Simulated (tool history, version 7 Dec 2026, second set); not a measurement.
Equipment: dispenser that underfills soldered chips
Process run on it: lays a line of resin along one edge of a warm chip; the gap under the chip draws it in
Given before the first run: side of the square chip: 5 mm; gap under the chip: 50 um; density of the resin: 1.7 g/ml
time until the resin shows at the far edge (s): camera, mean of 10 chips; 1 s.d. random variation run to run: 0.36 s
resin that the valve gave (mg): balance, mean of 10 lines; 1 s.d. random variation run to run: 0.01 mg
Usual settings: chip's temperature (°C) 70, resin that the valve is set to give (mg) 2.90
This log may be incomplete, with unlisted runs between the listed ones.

| run | hour | chip's temperature (°C) | resin that the valve is set to give (mg) | time until the resin shows at the far edge (s) | resin that the valve gave (mg) |
|---|---|---|---|---|---|
| 1 | 0.0 | 70 | 2.90 | 22.7 | 2.83 |
| 2 | 8.6 | 80 | 2.90 | 24.6 | 2.82 |
|  | 11.0 | new syringe of resin |
| 3 | 16.8 | 80 | 2.90 | 20.9 | 2.80 |
|  | 19.3 | dispensing valve cleaned and set on the balance |
|  | 23.6 | new syringe of resin |
| 4 | 25.8 | 70 | 2.90 | 25.4 | 2.88 |
|  | 34.9 | new syringe of resin |
| 5 | 36.9 | 70 | 2.90 | 25.4 | 2.86 |
| 6 | 43.2 | 70 | 2.90 | 39.9 | 2.89 |
|  | 46.7 | new syringe of resin |
| 7 | 55.3 | 59 | 2.90 | 74.5 | 2.85 |
|  | 58.4 | new syringe of resin |
| 8 | 62.3 | 70 | 2.84 | 29.3 | 2.79 |
|  | 69.7 | new syringe of resin |
| 9 | 75.2 | 70 | 2.90 | 32.7 | 2.84 |
|  | 81.1 | new syringe of resin |
| 10 | 82.7 | 70 | 2.90 | 26.1 | 2.83 |
|  | 92.8 | new syringe of resin |
| 11 | 94.8 | 70 | 2.90 | 25.1 | 2.82 |
| 12 | 100.8 | 70 | 2.54 | 42.0 | 2.46 |
|  | 104.4 | new syringe of resin |
|  | 109.9 | dispensing valve cleaned and set on the balance |
| 13 | 111.1 | 70 | 2.54 | 36.6 | 2.54 |
|  | 116.8 | new syringe of resin |
| 14 | 123.1 | 70 | 2.54 | 37.5 | 2.53 |
|  | 127.8 | new syringe of resin |
| 15 | 134.7 | 70 | 2.54 | 39.4 | 2.51 |
|  | 139.2 | new syringe of resin |
| 16 | 141.0 | 74 | 3.19 | 20.6 | 3.16 |
|  | 150.8 | new syringe of resin |
| 17 | 153.3 | 59 | 3.25 | 48.9 | 3.21 |
|  | 161.8 | new syringe of resin |
| 18 | 165.2 | 56 | 2.71 | 68.0 | 2.66 |
| 19 | 171.8 | 74 | 2.90 | 38.0 | 2.84 |
|  | 173.2 | new syringe of resin |
| 20 | 183.8 | 83 | 3.63 | 24.2 | 3.54 |
|  | 185.2 | new syringe of resin |
| 21 | 189.9 | 83 | 3.63 | 15.3 | 3.53 |
|  | 196.2 | new syringe of resin |
|  | 200.7 | dispensing valve cleaned and set on the balance |
| 22 | 203.4 | 79 | 3.50 | 21.5 | 3.50 |
|  | 208.3 | new syringe of resin |
| 23 | 211.0 | 73 | 3.50 | 22.5 | 3.46 |
| 24 | 217.8 | 73 | 3.50 | 37.3 | 3.47 |
|  | 220.2 | new syringe of resin |
| 25 | 228.9 | 73 | 3.50 | 34.4 | 3.47 |

Pick out some run-to-run changes in time until the resin shows at the far edge (s). Of each, how much would a tool without hidden state show as well, from the settings, what came in and chance, and how much is left for the hidden state and any gauge scatter not in both results compared?
The hidden state here: resin's viscosity, % of fresh resin's; dose that the valve gives, % of what is set; true chip temperature over the reading, C; drift of the gauge itself on fill_s, %; drift of the gauge itself on given_mg, %.
Run 6 -> 7: chip's temperature (°C) 70 -> 59, new syringe of resin. time until the resin shows at the far edge (s) +34.6: hidden state +18.1, all else +16.5.
Run 7 -> 8: chip's temperature (°C) 59 -> 70, resin that the valve is set to give (mg) 2.90 -> 2.84, new syringe of resin. time until the resin shows at the far edge (s) -45.2: hidden state -28.1, all else -17.1.
